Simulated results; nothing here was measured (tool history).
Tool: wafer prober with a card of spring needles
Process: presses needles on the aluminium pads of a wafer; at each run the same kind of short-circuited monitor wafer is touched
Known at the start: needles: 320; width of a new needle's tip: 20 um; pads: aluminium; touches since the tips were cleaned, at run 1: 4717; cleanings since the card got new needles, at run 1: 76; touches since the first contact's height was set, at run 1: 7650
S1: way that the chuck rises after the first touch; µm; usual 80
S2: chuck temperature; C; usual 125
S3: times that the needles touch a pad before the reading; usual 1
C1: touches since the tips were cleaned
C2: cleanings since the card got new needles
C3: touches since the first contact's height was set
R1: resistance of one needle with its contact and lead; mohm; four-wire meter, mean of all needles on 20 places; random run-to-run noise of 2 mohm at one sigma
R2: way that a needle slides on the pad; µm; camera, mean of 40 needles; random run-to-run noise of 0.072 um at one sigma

run,hour,S1,S2,S3,C1,C2,C3,R1,R2
1,0,80,125,1,4717,76,7650,258,21.19
# hour 4.3: tips cleaned on abrasive film
2,12.4,80,125,1,3840,77,13490,253,21.3
# hour 17.8: tips cleaned on abrasive film
# hour 30.5: tips cleaned on abrasive film
3,40.1,77,125,1,4524,79,26499,259,20.26
# hour 44: tips cleaned on abrasive film
# hour 57: tips cleaned on abrasive film
4,66.9,77,125,1,4701,81,39112,253,20.36
# hour 71.5: tips cleaned on abrasive film
# hour 85: tips cleaned on abrasive film
5,94.2,77,125,1,4384,83,51972,256,20.35
# hour 99: tips cleaned on abrasive film
# hour 111.7: tips cleaned on abrasive film
6,119,77,125,1,3484,85,63617,254,20.1
# hour 125.2: tips cleaned on abrasive film
7,133.9,77,125,1,4098,86,70604,262,20.16
# hour 138.1: tips cleaned on abrasive film
# hour 151.1: tips cleaned on abrasive film
8,151.6,77,125,1,238,88,78896,224,19.97
# hour 164.1: tips cleaned on abrasive film
9,169.9,77,125,1,2750,89,87532,248,20.15
# hour 177.2: tips cleaned on abrasive film
# hour 191.1: tips cleaned on abrasive film
10,191.5,77,125,1,159,91,97655,225,20.02
# hour 204.4: tips cleaned on abrasive film
11,215.3,77,125,1,5179,92,108923,269,20.19
# hour 217: tips cleaned on abrasive film
# hour 231.1: tips cleaned on abrasive film
12,233.8,77,125,1,1308,94,117586,243,20.04
# hour 244.8: tips cleaned on abrasive film
13,247.9,88,125,1,1499,95,124219,227,22.93
# hour 257.8: tips cleaned on abrasive film
14,261.5,88,125,1,1747,96,130618,234,22.92
# hour 270.6: tips cleaned on abrasive film
15,280.9,88,125,1,4894,97,139773,251,22.77
# hour 284: tips cleaned on abrasive film
# hour 297.2: tips cleaned on abrasive film
16,303.4,88,125,1,2946,99,150338,239,22.7
# hour 310.4: tips cleaned on abrasive film
17,320.6,88,71,2,4834,100,158407,226,22.65
# hour 323.2: tips cleaned on abrasive film
# hour 335.9: tips cleaned on abrasive film
18,344.5,95,125,2,4091,102,169672,235,24.57
# hour 349.5: tips cleaned on abrasive film
# hour 351.9: height of the first contact set anew
# hour 362.7: tips cleaned on abrasive film
19,362.7,80,62,1,0,104,5062,205,21.15
# hour 376.5: tips cleaned on abrasive film
20,376.9,95,53,2,223,105,11755,199,25.34
# hour 389: tips cleaned on abrasive film
21,393.4,63,46,2,2098,106,19510,229,16.77
# hour 402.3: tips cleaned on abrasive film
22,410,63,46,3,3661,107,27335,224,16.62
# hour 416.6: tips cleaned on abrasive film
# hour 430.9: tips cleaned on abrasive film
23,435.6,72,57,3,2243,109,39371,219,19.07
# hour 444.5: tips cleaned on abrasive film
24,450.3,80,125,3,2773,110,46305,228,21.1
# hour 457.7: tips cleaned on abrasive film
25,462.4,91,36,3,2219,111,51960,208,23.97
# hour 471.2: tips cleaned on abrasive film
26,482.3,88,106,1,5259,112,61372,256,23.15
# hour 484.5: tips cleaned on abrasive film
27,495.8,88,106,1,5363,113,67711,251,23.08
# hour 498.3: tips cleaned on abrasive film
# hour 513.1: tips cleaned on abrasive film
28,514.8,94,92,3,782,115,76608,210,24.75
# hour 526: tips cleaned on abrasive film
29,535.1,94,92,3,4327,116,86200,220,24.63
# hour 539.8: tips cleaned on abrasive film
# hour 553.5: tips cleaned on abrasive film
30,557.7,80,125,1,1984,118,96799,243,20.82
# hour 567.1: tips cleaned on abrasive film
31,574.9,80,125,1,3665,119,104879,249,20.73
# hour 579.7: tips cleaned on abrasive film
# hour 593.7: tips cleaned on abrasive film
32,596.3,100,58,1,1220,121,114940,210,26.02

Predict each of these 3 candidate next runs independently; none follows another, all start after run 32:
# hour 606.8: tips cleaned on abrasive film
A,615.1,100,31,1,3902,122,123793,?,?
# hour 606.8: tips cleaned on abrasive film
B,615.1,72,51,1,3902,122,123793,?,?
# hour 606.8: tips cleaned on abrasive film
C,615.1,62,88,1,3902,122,123793,?,?

run,R1,R2
A,224,26.09
B,256,18.53
C,282,16.06
Take away the tool's hidden state, keep each run's random variation, and the runs would have read:
run,R1,R2
A,190,26.63
B,197,19.07
C,209,16.6
